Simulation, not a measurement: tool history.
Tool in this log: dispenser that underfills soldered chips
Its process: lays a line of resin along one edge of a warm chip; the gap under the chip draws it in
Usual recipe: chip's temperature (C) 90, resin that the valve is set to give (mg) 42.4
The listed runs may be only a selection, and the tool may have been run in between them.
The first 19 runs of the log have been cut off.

run	hour	chip's temperature (C)	resin that the valve is set to give (mg)	time until the resin shows at the far edge (s)	resin that the valve gave (mg)
# hour 62.3: new syringe of resin
20	63.9	96	42.4	92.1	40.54
21	66.5	91	45.3	113.5	43.21
22	69.9	105	54.6	76.3	51.68
# hour 71.6: new syringe of resin
23	74.6	105	54.6	68.4	51.71
# hour 79: dispensing valve cleaned and set on the balance
24	79.7	87	39.2	140.9	39.09
# hour 82: new syringe of resin
25	82.9	102	47.8	72.7	47.83
26	86.9	80	47.1	173.5	46.88
# hour 91.3: new syringe of resin
27	91.5	93	41.8	98.5	41.5
28	94.5	78	44.8	176.9	44.18
29	97	88	45.9	130.4	45.25
30	99.4	102	40.7	87.3	39.99
# hour 100.6: new syringe of resin
31	104.2	87	39.9	131.3	39.22

What will run 32 give?
32	107.1	95	45.7	?	?

time until the resin shows at the far edge (s): 103.3
resin that the valve gave (mg): 44.73
Were there no unlogged condition in the tool, this run, its random variation unchanged, would have produced time until the resin shows at the far edge (s) 89, resin that the valve gave (mg) 45.67.

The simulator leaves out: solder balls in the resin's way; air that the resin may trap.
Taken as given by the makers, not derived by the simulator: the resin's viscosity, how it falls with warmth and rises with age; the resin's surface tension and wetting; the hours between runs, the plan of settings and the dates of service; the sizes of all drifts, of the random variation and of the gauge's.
